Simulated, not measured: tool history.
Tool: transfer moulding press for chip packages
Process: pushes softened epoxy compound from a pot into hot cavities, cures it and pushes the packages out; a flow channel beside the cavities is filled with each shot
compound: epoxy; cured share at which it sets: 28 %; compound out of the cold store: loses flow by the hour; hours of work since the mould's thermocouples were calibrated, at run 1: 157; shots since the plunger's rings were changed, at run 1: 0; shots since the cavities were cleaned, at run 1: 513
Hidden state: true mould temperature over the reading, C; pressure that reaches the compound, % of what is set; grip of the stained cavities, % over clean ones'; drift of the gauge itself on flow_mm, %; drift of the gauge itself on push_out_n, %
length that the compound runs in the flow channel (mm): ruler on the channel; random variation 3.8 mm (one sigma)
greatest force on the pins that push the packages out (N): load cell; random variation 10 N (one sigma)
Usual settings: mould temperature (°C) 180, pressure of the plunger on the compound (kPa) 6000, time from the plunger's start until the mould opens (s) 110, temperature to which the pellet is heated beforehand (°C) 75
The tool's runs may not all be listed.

run,hour,mould temperature (°C),pressure of the plunger on the compound (kPa),time from the plunger's start until the mould opens (s),temperature to which the pellet is heated beforehand (°C),hours of work since the mould's thermocouples were calibrated,shots since the plunger's rings were changed,shots since the cavities were cleaned,incoming compound's hours out of the cold store,length that the compound runs in the flow channel (mm),greatest force on the pins that push the packages out (N)
1,0.0,180,6000,110,75,157,0,513,38.8,863,671
2,9.1,180,6000,110,75,161,64,577,9.7,959,706
3,21.2,180,6000,110,75,166,150,663,25.9,905,719
# hour 34.0: cavities cleaned with cleaning compound and waxed
4,34.8,180,6850,110,75,172,235,6,8.1,1025,882
5,46.2,180,6850,110,66,177,315,86,38.4,925,866
6,52.3,180,6850,110,66,179,358,129,35.9,926,909
7,61.9,180,6850,110,66,183,425,196,17.5,991,921
8,74.2,180,6850,110,66,189,512,283,29.9,937,897
9,82.2,180,6850,110,66,192,568,339,47.4,893,900
10,90.6,180,6850,110,66,196,627,398,19.1,983,872
11,101.4,180,6850,110,66,201,703,474,22.5,973,910
# hour 104.7: cavities cleaned with cleaning compound and waxed, once more
12,115.4,180,6850,110,66,206,791,75,20.8,976,512
13,121.5,180,6850,110,66,209,834,118,39.8,916,544
14,130.0,180,6850,110,66,212,894,178,45.4,889,556
15,136.7,180,6850,110,66,215,941,225,46.4,886,555
16,143.6,180,6000,119,75,218,990,274,32.8,860,528
17,149.1,176,6000,110,84,221,1028,312,19.6,926,787
18,155.1,181,6260,110,84,223,1071,355,40.5,854,614
19,162.4,179,7450,119,84,227,1122,406,26.7,998,588
20,175.2,180,6080,110,75,232,1212,496,16.9,924,668
21,183.9,182,6440,128,67,236,1273,557,19.1,935,601
22,193.9,179,4650,142,83,240,1343,627,15.6,809,598
23,199.4,179,4830,142,67,243,1382,666,22.8,811,616
24,208.0,185,6000,110,75,246,1442,726,42.8,811,651
# hour 211.2: cavities cleaned with cleaning compound and waxed
25,222.0,182,5540,99,75,252,1530,76,28.6,833,532
26,233.3,188,5560,116,71,257,1610,156,18.2,840,451
27,239.1,180,6000,131,75,259,1651,197,26.2,880,481
28,252.5,180,4530,113,75,265,1745,291,23.5,768,604
29,258.1,180,5880,134,78,268,1784,330,35.9,836,523

4 ways to go on from here, each from the tool as it stands after run 29. What would each give?
A,268.3,183,5430,110,75,272,1856,402,47.7,?,?
B,268.3,177,4910,110,75,272,1856,402,33.7,?,?
C,268.3,187,6000,106,75,272,1856,402,11.8,?,?
D,268.3,180,7020,134,79,272,1856,402,23.5,?,?

run,length that the compound runs in the flow channel (mm),greatest force on the pins that push the packages out (N)
A,758,593
B,781,769
C,899,552
D,957,543
Without the tool's hidden state the same runs would have given:
run,length that the compound runs in the flow channel (mm),greatest force on the pins that push the packages out (N)
A,784,411
B,807,530
C,929,387
D,989,378

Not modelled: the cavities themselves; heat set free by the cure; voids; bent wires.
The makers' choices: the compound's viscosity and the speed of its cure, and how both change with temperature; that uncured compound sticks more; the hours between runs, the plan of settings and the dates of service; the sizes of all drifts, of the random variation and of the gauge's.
